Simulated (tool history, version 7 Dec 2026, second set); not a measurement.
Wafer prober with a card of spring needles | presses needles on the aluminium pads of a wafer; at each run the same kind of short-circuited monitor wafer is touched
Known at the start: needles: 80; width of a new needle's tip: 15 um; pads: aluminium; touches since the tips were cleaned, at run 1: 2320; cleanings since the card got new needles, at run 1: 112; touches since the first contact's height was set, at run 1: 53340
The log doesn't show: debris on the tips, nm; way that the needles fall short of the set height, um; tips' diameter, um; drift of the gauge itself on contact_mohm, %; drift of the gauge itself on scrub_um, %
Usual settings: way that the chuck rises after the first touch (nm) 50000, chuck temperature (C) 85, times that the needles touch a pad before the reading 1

run   hour  way that the chuck rises after the first touch (nm)  chuck temperature (C)  times that the needles touch a pad before the reading  touches since the tips were cleaned  cleanings since the card got new needles  touches since the first contact's height was set  resistance of one needle with its contact and lead (mohm)  way that a needle slides on the pad (nm)
  1    0.0                                                50000                     85                                                      1                                 2320                                       112                                             53340                                                        198                                      6593
       4.2  -- tips cleaned on abrasive film
      14.1  -- tips cleaned on abrasive film
  2   14.1                                                50000                    109                                                      1                                    0                                       114                                             58658                                                        131                                      6587
      24.1  -- tips cleaned on abrasive film
  3   31.8                                                50000                    109                                                      1                                 2945                                       115                                             65355                                                        210                                      6575
      34.7  -- tips cleaned on abrasive film
      44.6  -- tips cleaned on abrasive film
      55.6  -- tips cleaned on abrasive film
  4   61.3                                                50000                     85                                                      1                                 2181                                       118                                             76506                                                        194                                      6546
      66.0  -- tips cleaned on abrasive film
      75.9  -- tips cleaned on abrasive film
      86.1  -- tips cleaned on abrasive film
  5   88.3                                                50000                     65                                                      1                                  847                                       121                                             86684                                                        160                                      6554
      96.5  -- tips cleaned on abrasive film
  6  105.3                                                50000                     40                                                      1                                 3354                                       122                                             93148                                                        215                                      6544
     107.7  -- tips cleaned on abrasive film
     117.8  -- tips cleaned on abrasive film
     122.0  -- height of the first contact set anew
  7  126.3                                                50000                     40                                                      1                                 3149                                       124                                              1635                                                        208                                      6674
     128.7  -- tips cleaned on abrasive film
     138.9  -- tips cleaned on abrasive film
     149.4  -- tips cleaned on abrasive film
  8  152.4                                                50000                     85                                                      1                                 1175                                       127                                             11485                                                        164                                      6644
     158.9  -- tips cleaned on abrasive film
     169.2  -- tips cleaned on abrasive film
  9  171.0                                                53000                     85                                                      1                                  720                                       129                                             18511                                                        157                                      7039
     179.8  -- tips cleaned on abrasive film
     190.0  -- tips cleaned on abrasive film
 10  194.0                                                53000                     85                                                      1                                 1526                                       131                                             27199                                                        169                                      7030
     200.4  -- tips cleaned on abrasive film
     211.0  -- tips cleaned on abrasive film
 11  212.0                                                54000                     85                                                      2                                  379                                       133                                             33971                                                        127                                      7141
     221.0  -- tips cleaned on abrasive film
     230.8  -- tips cleaned on abrasive film
 12  230.9                                                52000                     36                                                      2                                   35                                       135                                             41112                                                        119                                      6871
     241.7  -- tips cleaned on abrasive film
     251.7  -- tips cleaned on abrasive film
 13  253.1                                                61000                     26                                                      3                                  525                                       137                                             49508                                                        115                                      8065
     262.1  -- tips cleaned on abrasive film
     273.0  -- tips cleaned on abrasive film
 14  273.2                                                50000                     44                                                      2                                   76                                       139                                             57099                                                        118                                      6581
     283.2  -- tips cleaned on abrasive film
     294.1  -- tips cleaned on abrasive film
     304.3  -- tips cleaned on abrasive film
 15  305.1                                                69000                     44                                                      2                                  315                                       142                                             69183                                                        116                                      9091
     315.4  -- tips cleaned on abrasive film
     325.1  -- tips cleaned on abrasive film
     335.9  -- tips cleaned on abrasive film
 16  337.2                                                69000                     33                                                      2                                  515                                       145                                             81307                                                        119                                      9076
     346.4  -- tips cleaned on abrasive film
     355.8  -- tips cleaned on abrasive film
 17  361.5                                                69000                     33                                                      2                                 2153                                       147                                             90492                                                        134                                      9062
     366.0  -- tips cleaned on abrasive film
     377.5  -- tips cleaned on abrasive film
 18  381.1                                                69000                     33                                                      2                                 1385                                       149                                             97912                                                        132                                      9051

Measured less the same run without the tool's hidden state. The same run-to-run variation is in both; the gauge's scatter may not be:
run  resistance of one needle with its contact and lead (mohm)  way that a needle slides on the pad (nm)
  1                                                        +80                                       -78
  2                                                        +11                                       -89
  3                                                        +91                                       -96
  4                                                        +80                                      -113
  5                                                        +44                                      -131
  6                                                       +105                                      -138
  7                                                        +98                                        +0
  8                                                        +49                                       -21
  9                                                        +39                                       -32
 10                                                        +55                                       -44
 11                                                        +11                                       -57
 12                                                         +9                                       -71
 13                                                         +9                                       -83
 14                                                         +9                                       -97
 15                                                         +9                                      -115
 16                                                        +11                                      -133
 17                                                        +28                                      -146
 18                                                        +25                                      -160

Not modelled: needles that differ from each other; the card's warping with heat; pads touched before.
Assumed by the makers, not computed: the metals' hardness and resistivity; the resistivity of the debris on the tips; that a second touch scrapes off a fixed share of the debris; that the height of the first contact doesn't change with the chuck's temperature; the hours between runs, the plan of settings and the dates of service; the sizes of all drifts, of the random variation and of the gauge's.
